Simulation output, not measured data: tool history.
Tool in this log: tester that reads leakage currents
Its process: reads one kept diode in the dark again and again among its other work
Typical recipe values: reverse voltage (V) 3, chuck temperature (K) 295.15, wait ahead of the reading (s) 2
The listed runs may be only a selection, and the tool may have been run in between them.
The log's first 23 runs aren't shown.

run,hour,reverse voltage (V),chuck temperature (K),wait ahead of the reading (s),hours of work since the probe card was cleaned,hours of work since the tester was calibrated,hours of work since the chuck was calibrated,current that the tester gives (pA)
24,1681.4,4.39,319.15,4.43,893,3615,324,260.21
25,1784.4,4.39,319.15,4.43,972,3694,403,264.44
26,1865.8,12.03,295.15,0.3,1035,3756,466,76.1
27,1928.1,12.03,295.15,0.3,1082,3804,514,77.07
28,2009,12.03,298.15,5.78,1145,3866,576,95.06
# hour 2026.4: tester calibrated
29,2071,12.03,298.15,5.78,1191,34,622,97.51
30,2135.3,4.53,329.15,0.34,1240,84,671,570.95
31,2187.6,1.38,297.15,0.94,1280,124,711,29.74

The next listed run, before its measurement:
# hour 2250.3: chuck's temperature calibrated
32,2255.2,1.38,329.15,0.94,1331,174,4,?

For run 32 the tool returned current that the tester gives (pA) 272.78.
With the hidden condition absent and the run-to-run variation left alone, this run would have shown current that the tester gives (pA) 271.43.
